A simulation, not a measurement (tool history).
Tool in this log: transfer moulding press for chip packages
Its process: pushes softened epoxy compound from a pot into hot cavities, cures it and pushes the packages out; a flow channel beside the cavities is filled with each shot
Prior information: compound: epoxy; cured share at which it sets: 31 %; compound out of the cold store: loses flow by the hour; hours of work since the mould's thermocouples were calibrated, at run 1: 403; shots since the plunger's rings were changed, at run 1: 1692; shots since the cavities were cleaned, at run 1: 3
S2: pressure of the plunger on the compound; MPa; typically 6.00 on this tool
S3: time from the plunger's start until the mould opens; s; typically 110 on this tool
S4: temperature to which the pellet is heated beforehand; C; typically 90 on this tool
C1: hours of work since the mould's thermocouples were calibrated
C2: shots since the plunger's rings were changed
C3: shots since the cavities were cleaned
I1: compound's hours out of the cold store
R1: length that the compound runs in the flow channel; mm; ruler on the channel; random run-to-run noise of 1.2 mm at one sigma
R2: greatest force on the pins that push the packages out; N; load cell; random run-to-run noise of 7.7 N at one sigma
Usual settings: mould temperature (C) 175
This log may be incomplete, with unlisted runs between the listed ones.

run 1 hour=0.0 | mould_temperature_(C)=175 S2=6.00 S3=110 S4=90 | C1=403 C2=1692 C3=3 | I1=18.7 | R1=513 R2=338
run 2 hour=12.8 | mould_temperature_(C)=175 S2=6.00 S3=110 S4=90 | C1=411 C2=1832 C3=143 | I1=31.1 | R1=473 R2=368
run 3 hour=26.0 | mould_temperature_(C)=175 S2=6.00 S3=110 S4=86 | C1=419 C2=1977 C3=288 | I1=39.9 | R1=446 R2=407
run 4 hour=37.9 | mould_temperature_(C)=182 S2=6.00 S3=110 S4=86 | C1=427 C2=2107 C3=418 | I1=12.4 | R1=519 R2=370
run 5 hour=46.1 | mould_temperature_(C)=182 S2=6.00 S3=110 S4=86 | C1=432 C2=2198 C3=509 | I1=33.8 | R1=452 R2=387
-- hour=57.9 cavities cleaned with cleaning compound and waxed
run 6 hour=61.9 | mould_temperature_(C)=182 S2=6.00 S3=110 S4=86 | C1=441 C2=2355 C3=44 | I1=25.9 | R1=473 R2=296
run 7 hour=72.1 | mould_temperature_(C)=182 S2=6.00 S3=110 S4=86 | C1=448 C2=2468 C3=157 | I1=19.8 | R1=492 R2=315
run 8 hour=86.6 | mould_temperature_(C)=182 S2=6.00 S3=110 S4=86 | C1=457 C2=2627 C3=316 | I1=36.8 | R1=438 R2=358
run 9 hour=98.8 | mould_temperature_(C)=182 S2=6.00 S3=110 S4=86 | C1=464 C2=2760 C3=449 | I1=31.9 | R1=453 R2=365
-- hour=108.4 plunger's sealing rings changed
run 10 hour=115.0 | mould_temperature_(C)=177 S2=6.00 S3=110 S4=86 | C1=473 C2=72 C3=600 | I1=45.5 | R1=439 R2=410
-- hour=119.2 cavities cleaned with cleaning compound and waxed
run 11 hour=125.8 | mould_temperature_(C)=177 S2=6.00 S3=110 S4=86 | C1=479 C2=174 C3=73 | I1=18.2 | R1=525 R2=323
run 12 hour=141.2 | mould_temperature_(C)=177 S2=6.00 S3=110 S4=86 | C1=489 C2=344 C3=243 | I1=34.6 | R1=470 R2=363
run 13 hour=154.5 | mould_temperature_(C)=175 S2=6.00 S3=110 S4=90 | C1=497 C2=490 C3=389 | I1=40.7 | R1=456 R2=400
run 14 hour=165.0 | mould_temperature_(C)=171 S2=6.60 S3=136 S4=88 | C1=504 C2=604 C3=503 | I1=27.5 | R1=524 R2=411
run 15 hour=175.4 | mould_temperature_(C)=171 S2=6.60 S3=136 S4=88 | C1=510 C2=718 C3=617 | I1=21.2 | R1=546 R2=439
-- hour=178.3 cavities cleaned with cleaning compound and waxed
run 16 hour=188.9 | mould_temperature_(C)=171 S2=6.60 S3=136 S4=88 | C1=518 C2=851 C3=117 | I1=17.3 | R1=560 R2=342
run 17 hour=196.6 | mould_temperature_(C)=171 S2=5.34 S3=136 S4=88 | C1=523 C2=936 C3=202 | I1=34.6 | R1=450 R2=358
run 18 hour=207.0 | mould_temperature_(C)=181 S2=6.51 S3=136 S4=99 | C1=529 C2=1050 C3=316 | I1=37.0 | R1=467 R2=330
run 19 hour=216.1 | mould_temperature_(C)=175 S2=6.00 S3=93 S4=98 | C1=535 C2=1149 C3=415 | I1=35.5 | R1=463 R2=526
run 20 hour=227.8 | mould_temperature_(C)=176 S2=6.11 S3=93 S4=98 | C1=542 C2=1278 C3=544 | I1=36.0 | R1=463 R2=535
-- hour=236.5 cavities cleaned with cleaning compound and waxed
run 21 hour=244.9 | mould_temperature_(C)=176 S2=6.11 S3=93 S4=98 | C1=552 C2=1450 C3=93 | I1=31.6 | R1=476 R2=414
run 22 hour=258.1 | mould_temperature_(C)=175 S2=5.94 S3=110 S4=90 | C1=560 C2=1594 C3=237 | I1=30.0 | R1=474 R2=382
run 23 hour=271.7 | mould_temperature_(C)=175 S2=7.43 S3=110 S4=90 | C1=569 C2=1743 C3=386 | I1=28.8 | R1=534 R2=411
run 24 hour=286.4 | mould_temperature_(C)=174 S2=7.43 S3=136 S4=90 | C1=578 C2=1905 C3=548 | I1=33.0 | R1=519 R2=382
-- hour=294.6 cavities cleaned with cleaning compound and waxed
run 25 hour=300.0 | mould_temperature_(C)=173 S2=6.23 S3=110 S4=90 | C1=586 C2=2038 C3=59 | I1=30.9 | R1=485 R2=387
run 26 hour=310.4 | mould_temperature_(C)=173 S2=6.23 S3=110 S4=90 | C1=592 C2=2152 C3=173 | I1=35.2 | R1=467 R2=411

What differs in the tool's unlogged condition from the final listed run ahead of each entry between runs to the first listed run following it?
From run 5 to run 6: cavities cleaned with cleaning compound and waxed (hour 57.9)
  true mould temperature over the reading, C: 0.95 -> 0.96; pressure that reaches the compound, % of what is set: 93.42 -> 92.96; grip of the stained cavities, % over clean ones': 37.7 -> 7.2
  measured value less the no-hidden-state value, R1: -17 -> -20 mm; R2: +102 -> +17 N
From run 9 to run 10: plunger's sealing rings changed (hour 108.4)
  true mould temperature over the reading, C: 1 -> 1.02; pressure that reaches the compound, % of what is set: 91.81 -> 99.37; grip of the stained cavities, % over clean ones': 35 -> 42.3
  measured value less the no-hidden-state value, R1: -22 -> -3 mm; R2: +92 -> +115 N
From run 10 to run 11: cavities cleaned with cleaning compound and waxed (hour 119.2)
  true mould temperature over the reading, C: 1.02 -> 1.03; pressure that reaches the compound, % of what is set: 99.37 -> 99.11; grip of the stained cavities, % over clean ones': 42.3 -> 7.8
  measured value less the no-hidden-state value, R1: -3 -> -5 mm; R2: +115 -> +12 N
From run 15 to run 16: cavities cleaned with cleaning compound and waxed (hour 178.3)
  true mould temperature over the reading, C: 1.08 -> 1.1; pressure that reaches the compound, % of what is set: 97.59 -> 97.21; grip of the stained cavities, % over clean ones': 42.7 -> 10.7
  measured value less the no-hidden-state value, R1: -9 -> -11 mm; R2: +121 -> +22 N
From run 20 to run 21: cavities cleaned with cleaning compound and waxed (hour 236.5)
  true mould temperature over the reading, C: 1.14 -> 1.16; pressure that reaches the compound, % of what is set: 96.01 -> 95.5; grip of the stained cavities, % over clean ones': 38.5 -> 8.9
  measured value less the no-hidden-state value, R1: -12 -> -13 mm; R2: +123 -> +6 N
From run 24 to run 25: cavities cleaned with cleaning compound and waxed (hour 294.6)
  true mould temperature over the reading, C: 1.2 -> 1.22; pressure that reaches the compound, % of what is set: 94.24 -> 93.89; grip of the stained cavities, % over clean ones': 38.2 -> 8.4
  measured value less the no-hidden-state value, R1: -19 -> -18 mm; R2: +101 -> +6 N
